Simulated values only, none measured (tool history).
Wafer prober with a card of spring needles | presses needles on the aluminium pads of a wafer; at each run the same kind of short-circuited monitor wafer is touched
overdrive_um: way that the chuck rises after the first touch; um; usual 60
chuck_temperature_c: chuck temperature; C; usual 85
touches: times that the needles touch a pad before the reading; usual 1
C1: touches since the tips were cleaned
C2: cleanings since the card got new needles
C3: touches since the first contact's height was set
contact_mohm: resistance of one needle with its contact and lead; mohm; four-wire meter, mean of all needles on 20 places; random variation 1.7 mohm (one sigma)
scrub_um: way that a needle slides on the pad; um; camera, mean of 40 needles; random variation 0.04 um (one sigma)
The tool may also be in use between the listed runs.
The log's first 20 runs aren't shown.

{"hour": 192.1, "done": "tips cleaned on abrasive film"}
{"run": 21, "hour": 192.4, "overdrive_um": 44, "chuck_temperature_c": 33, "touches": 3, "C1": 106, "C2": 43, "C3": 150477, "contact_mohm": 171, "scrub_um": 9.61}
{"hour": 200.8, "done": "tips cleaned on abrasive film"}
{"run": 22, "hour": 201.3, "overdrive_um": 72, "chuck_temperature_c": 42, "touches": 2, "C1": 202, "C2": 44, "C3": 153938, "contact_mohm": 158, "scrub_um": 16.1}
{"run": 23, "hour": 208.4, "overdrive_um": 66, "chuck_temperature_c": 37, "touches": 1, "C1": 2997, "C2": 44, "C3": 156733, "contact_mohm": 174, "scrub_um": 14.66}
{"hour": 209.2, "done": "tips cleaned on abrasive film"}
{"run": 24, "hour": 215.2, "overdrive_um": 66, "chuck_temperature_c": 26, "touches": 2, "C1": 2360, "C2": 45, "C3": 159358, "contact_mohm": 164, "scrub_um": 14.71}
{"hour": 217.3, "done": "tips cleaned on abrasive film"}
{"hour": 225.6, "done": "tips cleaned on abrasive film"}
{"run": 25, "hour": 226.0, "overdrive_um": 72, "chuck_temperature_c": 28, "touches": 1, "C1": 125, "C2": 47, "C3": 163505, "contact_mohm": 157, "scrub_um": 16.08}
{"hour": 234.3, "done": "tips cleaned on abrasive film"}
{"run": 26, "hour": 236.3, "overdrive_um": 57, "chuck_temperature_c": 97, "touches": 1, "C1": 810, "C2": 48, "C3": 167552, "contact_mohm": 186, "scrub_um": 12.56}
{"hour": 242.3, "done": "tips cleaned on abrasive film"}
{"run": 27, "hour": 244.3, "overdrive_um": 57, "chuck_temperature_c": 97, "touches": 1, "C1": 782, "C2": 49, "C3": 170641, "contact_mohm": 184, "scrub_um": 12.51}
{"hour": 251.4, "done": "tips cleaned on abrasive film"}
{"run": 28, "hour": 257.6, "overdrive_um": 40, "chuck_temperature_c": 85, "touches": 2, "C1": 2419, "C2": 50, "C3": 175824, "contact_mohm": 204, "scrub_um": 8.68}
{"hour": 259.7, "done": "tips cleaned on abrasive film"}
{"hour": 268.3, "done": "tips cleaned on abrasive film"}
{"run": 29, "hour": 271.1, "overdrive_um": 40, "chuck_temperature_c": 85, "touches": 2, "C1": 1113, "C2": 52, "C3": 181071, "contact_mohm": 192, "scrub_um": 8.63}
{"hour": 276.7, "done": "tips cleaned on abrasive film"}
{"run": 30, "hour": 283.9, "overdrive_um": 46, "chuck_temperature_c": 33, "touches": 2, "C1": 2847, "C2": 53, "C3": 186068, "contact_mohm": 188, "scrub_um": 10.01}
{"hour": 285.1, "done": "tips cleaned on abrasive film"}
{"run": 31, "hour": 292.6, "overdrive_um": 45, "chuck_temperature_c": 85, "touches": 1, "C1": 2939, "C2": 54, "C3": 189432, "contact_mohm": 214, "scrub_um": 9.73}

4 ways to go on from here, each from the tool as it stands after run 31. What would each give?
{"hour": 293.9, "done": "tips cleaned on abrasive film"}
{"run": "A", "hour": 299.5, "overdrive_um": 68, "chuck_temperature_c": 85, "touches": 1, "C1": 2222, "C2": 55, "C3": 192122, "contact_mohm": "?", "scrub_um": "?"}
{"hour": 293.9, "done": "tips cleaned on abrasive film"}
{"run": "B", "hour": 299.5, "overdrive_um": 51, "chuck_temperature_c": 45, "touches": 3, "C1": 2222, "C2": 55, "C3": 192122, "contact_mohm": "?", "scrub_um": "?"}
{"hour": 293.9, "done": "tips cleaned on abrasive film"}
{"run": "C", "hour": 299.5, "overdrive_um": 45, "chuck_temperature_c": 33, "touches": 1, "C1": 2222, "C2": 55, "C3": 192122, "contact_mohm": "?", "scrub_um": "?"}
{"hour": 293.9, "done": "tips cleaned on abrasive film"}
{"run": "D", "hour": 299.5, "overdrive_um": 60, "chuck_temperature_c": 50, "touches": 2, "C1": 2222, "C2": 55, "C3": 192122, "contact_mohm": "?", "scrub_um": "?"}

run=A contact_mohm=179 scrub_um=15.03
run=B contact_mohm=177 scrub_um=11.1
run=C contact_mohm=197 scrub_um=9.82
run=D contact_mohm=174 scrub_um=13.25
Without the tool's hidden state the same runs would have given:
run=A contact_mohm=165 scrub_um=15.72
run=B contact_mohm=166 scrub_um=11.79
run=C contact_mohm=165 scrub_um=10.51
run=D contact_mohm=161 scrub_um=13.94

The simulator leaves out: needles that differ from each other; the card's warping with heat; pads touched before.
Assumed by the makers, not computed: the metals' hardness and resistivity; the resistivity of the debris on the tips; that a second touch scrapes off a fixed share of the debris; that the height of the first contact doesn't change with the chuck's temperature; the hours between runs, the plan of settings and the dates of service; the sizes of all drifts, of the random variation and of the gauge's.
